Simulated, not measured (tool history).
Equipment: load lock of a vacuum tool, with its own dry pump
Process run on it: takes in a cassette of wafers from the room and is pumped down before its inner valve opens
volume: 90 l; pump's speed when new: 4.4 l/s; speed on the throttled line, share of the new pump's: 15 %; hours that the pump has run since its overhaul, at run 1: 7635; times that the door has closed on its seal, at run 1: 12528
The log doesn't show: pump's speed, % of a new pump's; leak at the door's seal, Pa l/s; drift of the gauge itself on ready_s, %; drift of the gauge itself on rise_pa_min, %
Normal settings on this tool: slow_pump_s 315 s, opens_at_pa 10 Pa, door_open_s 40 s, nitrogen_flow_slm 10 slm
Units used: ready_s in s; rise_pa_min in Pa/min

| run | hour | slow_pump_s | opens_at_pa | door_open_s | nitrogen_flow_slm | hours that the pump has run since its overhaul | times that the door has closed on its seal | incoming humidity of the room's air, % | ready_s | rise_pa_min |
|---|---|---|---|---|---|---|---|---|---|---|
| 1 | 0.0 | 315 | 10 | 40 | 10 | 7635 | 12528 | 44.8 | 473.7 | 0.068 |
| 2 | 109.4 | 315 | 10 | 40 | 10 | 7744 | 12805 | 43.6 | 469.8 | 0.064 |
| 3 | 172.3 | 315 | 9 | 40 | 10 | 7807 | 12964 | 46.1 | 481.1 | 0.062 |
| 4 | 255.5 | 315 | 10 | 239 | 10 | 7890 | 13175 | 45.8 | 471.4 | 0.141 |
| 5 | 407.8 | 315 | 10 | 40 | 10 | 8043 | 13561 | 43.0 | 465.8 | 0.060 |
| 6 | 558.7 | 315 | 10 | 40 | 10 | 8194 | 13943 | 46.2 | 471.6 | 0.073 |
| 7 | 643.9 | 315 | 10 | 40 | 10 | 8279 | 14159 | 46.9 | 467.6 | 0.071 |
| 8 | 713.5 | 315 | 10 | 40 | 10 | 8348 | 14336 | 45.4 | 469.1 | 0.069 |
| 9 | 850.5 | 315 | 10 | 40 | 10 | 8485 | 14683 | 44.0 | 471.1 | 0.074 |
| 10 | 969.7 | 315 | 10 | 40 | 10 | 8605 | 14985 | 46.6 | 471.7 | 0.079 |
| 11 | 1105.0 | 315 | 10 | 97 | 10 | 8740 | 15328 | 45.6 | 468.4 | 0.104 |
| 12 | 1202.5 | 315 | 10 | 40 | 10 | 8837 | 15575 | 45.1 | 469.2 | 0.070 |
| 13 | 1270.3 | 404 | 10 | 40 | 10 | 8905 | 15747 | 44.1 | 546.0 | 0.075 |
| 14 | 1343.3 | 315 | 10 | 69 | 10 | 8978 | 15931 | 47.0 | 466.0 | 0.097 |
| 15 | 1489.1 | 397 | 10 | 69 | 16 | 9124 | 16301 | 45.6 | 547.0 | 0.087 |
| 16 | 1556.5 | 417 | 14 | 30 | 6 | 9191 | 16472 | 41.5 | 551.9 | 0.072 |
| 17 | 1619.1 | 315 | 13 | 40 | 10 | 9254 | 16630 | 46.9 | 468.3 | 0.083 |
| 18 | 1690.6 | 478 | 7 | 228 | 37 | 9326 | 16812 | 43.6 | 618.7 | 0.113 |
| 19 | 1772.9 | 211 | 7 | 58 | 29 | 9408 | 17020 | 45.2 | 392.6 | 0.081 |
| 20 | 1879.0 | 315 | 10 | 40 | 4 | 9514 | 17289 | 44.0 | 468.8 | 0.089 |
| 21 | 2031.9 | 315 | 19 | 40 | 32 | 9667 | 17676 | 42.2 | 460.5 | 0.070 |
| 22 | 2103.3 | 315 | 19 | 43 | 6 | 9738 | 17857 | 43.2 | 455.5 | 0.093 |
| 23 | 2189.3 | 315 | 8 | 62 | 10 | 9824 | 18075 | 44.3 | 481.0 | 0.101 |
| 24 | 2313.4 | 166 | 9 | 114 | 11 | 9948 | 18389 | 47.8 | 355.2 | 0.127 |
| 25 | 2406.3 | 166 | 17 | 191 | 44 | 10041 | 18625 | 43.8 | 339.9 | 0.113 |
| 26 | 2506.3 | 193 | 7 | 40 | 17 | 10141 | 18878 | 46.1 | 387.7 | 0.082 |
| 27 | 2586.1 | 377 | 7 | 40 | 14 | 10221 | 19080 | 44.2 | 536.5 | 0.087 |

Consider 5 possible next runs. They are alternatives, not a sequence: every one starts from the tool as it was left by run 27. What does each give?
| A | 2739.0 | 606 | 11 | 40 | 14 | 10374 | 19468 | 44.7 | ? | ? |
| B | 2739.0 | 377 | 10 | 90 | 14 | 10374 | 19468 | 43.6 | ? | ? |
| C | 2739.0 | 238 | 7 | 126 | 10 | 10374 | 19468 | 44.4 | ? | ? |
| D | 2739.0 | 315 | 7 | 40 | 27 | 10374 | 19468 | 44.1 | ? | ? |
| E | 2739.0 | 279 | 7 | 36 | 24 | 10374 | 19468 | 42.0 | ? | ? |

| run | ready_s | rise_pa_min |
|---|---|---|
| A | 710.2 | 0.091 |
| B | 531.2 | 0.114 |
| C | 421.4 | 0.135 |
| D | 485.7 | 0.086 |
| E | 459.3 | 0.087 |
Without the tool's unlogged condition, the same runs would have read:
| run | ready_s | rise_pa_min |
|---|---|---|
| A | 698.0 | 0.026 |
| B | 514.7 | 0.047 |
| C | 401.1 | 0.069 |
| D | 466.8 | 0.022 |
| E | 439.6 | 0.022 |

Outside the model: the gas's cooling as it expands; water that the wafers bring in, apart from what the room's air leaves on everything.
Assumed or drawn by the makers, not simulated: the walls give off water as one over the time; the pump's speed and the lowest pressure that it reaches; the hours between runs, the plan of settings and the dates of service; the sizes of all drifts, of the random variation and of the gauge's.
